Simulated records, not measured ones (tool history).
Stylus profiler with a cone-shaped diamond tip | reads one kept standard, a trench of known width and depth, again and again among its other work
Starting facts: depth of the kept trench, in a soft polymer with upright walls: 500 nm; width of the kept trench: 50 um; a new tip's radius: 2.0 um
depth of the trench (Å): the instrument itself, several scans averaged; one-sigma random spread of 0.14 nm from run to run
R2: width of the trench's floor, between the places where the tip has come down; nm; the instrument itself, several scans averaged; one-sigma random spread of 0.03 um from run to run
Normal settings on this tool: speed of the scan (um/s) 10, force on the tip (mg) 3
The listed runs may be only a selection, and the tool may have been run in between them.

Run 1, day 0: usual settings. Result: depth of the trench (Å) 5059, R2 47050 nm.
Run 2, day 0.462: usual settings. Result: depth of the trench (Å) 5058.9, R2 47110 nm.
Run 3, day 1.029: usual settings. Result: depth of the trench (Å) 5061.1, R2 47060 nm.
Run 4, day 1.488: usual settings. Result: depth of the trench (Å) 5061.1, R2 47010 nm.
Run 5, day 2.192: usual settings. Result: depth of the trench (Å) 5061.1, R2 47000 nm.
Run 6, day 2.538: usual settings. Result: depth of the trench (Å) 5057.6, R2 47000 nm.
Run 7, day 3.021: usual settings but speed of the scan (um/s) 7, force on the tip (mg) 1.36. Result: depth of the trench (Å) 5038.8, R2 46980 nm.
Run 8, day 3.658: usual settings but speed of the scan (um/s) 4, force on the tip (mg) 6.9. Result: depth of the trench (Å) 5098, R2 47060 nm.

Estimate the outcome of run 9 from the log above:
Run 9, day 4.362: usual settings but speed of the scan (um/s) 4, force on the tip (mg) 6.9. Result: depth of the trench (Å) ?, R2 ?.

For run 9 the tool returned depth of the trench (Å) 5099.9, R2 47070 nm.
Take away the tool's hidden state, keep the run-to-run variation as it was, and the same run would have given depth of the trench (Å) 5093.2, R2 47370 nm.

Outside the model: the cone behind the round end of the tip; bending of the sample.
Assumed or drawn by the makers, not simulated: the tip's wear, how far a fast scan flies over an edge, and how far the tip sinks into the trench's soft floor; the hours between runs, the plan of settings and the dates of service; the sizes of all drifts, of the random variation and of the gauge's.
